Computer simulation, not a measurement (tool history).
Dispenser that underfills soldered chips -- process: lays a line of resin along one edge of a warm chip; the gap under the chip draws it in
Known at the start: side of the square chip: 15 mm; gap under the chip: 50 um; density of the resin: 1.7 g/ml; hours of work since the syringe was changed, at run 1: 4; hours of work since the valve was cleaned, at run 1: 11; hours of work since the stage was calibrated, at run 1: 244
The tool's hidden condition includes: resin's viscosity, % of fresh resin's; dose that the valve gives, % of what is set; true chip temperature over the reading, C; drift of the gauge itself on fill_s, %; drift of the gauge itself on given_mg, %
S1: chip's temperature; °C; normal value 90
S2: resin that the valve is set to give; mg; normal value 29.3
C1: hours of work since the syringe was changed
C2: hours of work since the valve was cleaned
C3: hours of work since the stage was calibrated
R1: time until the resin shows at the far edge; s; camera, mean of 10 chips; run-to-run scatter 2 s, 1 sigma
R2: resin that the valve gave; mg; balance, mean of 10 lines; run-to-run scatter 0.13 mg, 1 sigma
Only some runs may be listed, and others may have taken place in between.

run   hour   S1    S2  C1  C2   C3     R1     R2
  1      0   90  29.3   4  11  244  223.8  29.17
       5.4  -- new syringe of resin
  2   10.8   90  29.3   4  19  252  217.5  29.09
      16.6  -- new syringe of resin
  3   19.7   88  29.3   2  26  259  220.7   28.8
      28.2  -- new syringe of resin
  4   30.9   88  29.3   2  34  267  222.1  28.78
      39.1  -- new syringe of resin
  5   39.3   88  29.3   0  40  273    207  28.84
      50.5  -- new syringe of resin
  6   50.5   88  29.3   0  49  282  203.8  28.63
      61.3  -- new syringe of resin
  7   61.9   90  29.3   0  58  291    189  28.66
  8   69.9   82  29.3   7  64  297  335.5  28.62
      72.4  -- new syringe of resin
  9   74.8   82  29.3   2  68  301    277  28.43
      83.5  -- new syringe of resin
 10   83.5   82  29.3   0  74  307  261.9  28.33
 11   91.7   82  29.3   6  81  314  335.4  28.32
      94.7  -- new syringe of resin
      98.6  -- dispensing valve cleaned and set on the balance
 12  100.9   90  25.9   4   2  320  220.8  25.72
     107.1  -- new syringe of resin
 13  110.2   90  25.9   2   9  327    209  25.78
       118  -- new syringe of resin
 14  120.1   90  25.9   2  16  334  201.6  25.66
 15  128.3   90  37.4   8  23  341    241     37
     129.3  -- new syringe of resin
 16  137.1   90  37.4   6  29  347  217.7  36.88
     140.6  -- new syringe of resin
 17    148   90  37.4   6  38  356  222.8  36.79
       152  -- new syringe of resin
 18  156.3   96    30   3  44  362  160.9  29.21
     163.8  -- new syringe of resin
 19  164.3  104  28.1   0  50  368  106.3  27.49
 20  169.4  104  28.1   4  54  372  124.3  27.35
     174.8  -- new syringe of resin
 21  180.4   85  34.7   4  62  380  266.2  33.58
     185.7  -- new syringe of resin
 22    186   99  34.2   0  67  385  125.9  33.15
 23  196.2   99  34.2   8  75  393  168.4  33.15
     197.4  -- new syringe of resin
 24    204   99  34.2   5  80  398  151.3  32.71
     208.4  -- new syringe of resin
     211.1  -- dispensing valve cleaned and set on the balance
 25  214.5   76  34.9   4   3  406  367.4  35.02
     220.2  -- new syringe of resin
 26  220.4   90  35.9   0   7  410  176.7  35.54
 27  228.7   90  35.9   7  14  417  223.5  35.48
       232  -- new syringe of resin
 28    237  102  34.6   4  20  423  126.5  33.92
     243.2  -- new syringe of resin
 29  243.2   90  38.1   0  24  427  178.7  37.76
 30  252.1  100  29.9   7  31  434  157.8  29.25
     254.7  -- new syringe of resin
 31  260.2   84  36.6   4  38  441  265.4  36.07
     266.1  -- new syringe of resin
 32  270.5   84  36.6   3  45  448  263.2  35.58

Estimate the outcome of run 33 from the log above:
       277  -- new syringe of resin
 33  280.5  91  28   3  53  456   ?   ?

Run 33 gave R1 199 s, R2 27.1 mg.
On a tool with no hidden condition, and with the same random variation, this run would have come out at R1 193.5 s, R2 27.88 mg.
